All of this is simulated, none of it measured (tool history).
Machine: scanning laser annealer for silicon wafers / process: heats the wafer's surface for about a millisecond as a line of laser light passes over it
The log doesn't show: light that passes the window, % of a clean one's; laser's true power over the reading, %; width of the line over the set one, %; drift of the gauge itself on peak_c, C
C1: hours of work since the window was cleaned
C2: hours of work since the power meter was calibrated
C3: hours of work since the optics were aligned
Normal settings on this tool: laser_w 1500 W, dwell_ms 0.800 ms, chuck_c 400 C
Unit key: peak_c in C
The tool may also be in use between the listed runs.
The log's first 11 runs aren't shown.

run 12 hour=411.2 | laser_w=1500 dwell_ms=0.800 chuck_c=400 | C1=181 C2=1037 C3=800 | peak_c=1127
run 13 hour=447.8 | laser_w=1500 dwell_ms=0.800 chuck_c=400 | C1=201 C2=1057 C3=820 | peak_c=1125
run 14 hour=471.3 | laser_w=1500 dwell_ms=0.709 chuck_c=400 | C1=214 C2=1070 C3=833 | peak_c=1083
run 15 hour=512.0 | laser_w=1500 dwell_ms=0.709 chuck_c=400 | C1=236 C2=1092 C3=855 | peak_c=1083
run 16 hour=534.8 | laser_w=1500 dwell_ms=0.709 chuck_c=400 | C1=249 C2=1105 C3=868 | peak_c=1083
run 17 hour=587.9 | laser_w=1500 dwell_ms=0.709 chuck_c=400 | C1=278 C2=1134 C3=897 | peak_c=1080
run 18 hour=639.5 | laser_w=1500 dwell_ms=0.709 chuck_c=400 | C1=306 C2=1162 C3=925 | peak_c=1073
run 19 hour=687.4 | laser_w=1500 dwell_ms=0.709 chuck_c=362 | C1=333 C2=1188 C3=952 | peak_c=1039
run 20 hour=723.6 | laser_w=1500 dwell_ms=0.800 chuck_c=400 | C1=352 C2=1208 C3=971 | peak_c=1114

Run 21 is up next; what results do you expect?
run 21 hour=768.3 | laser_w=1500 dwell_ms=0.800 chuck_c=400 | C1=377 C2=1233 C3=996 | peak_c=?

{"run 21": {"peak_c": 1111}}
Without the tool's hidden state the same run would have given peak_c 1140 C.
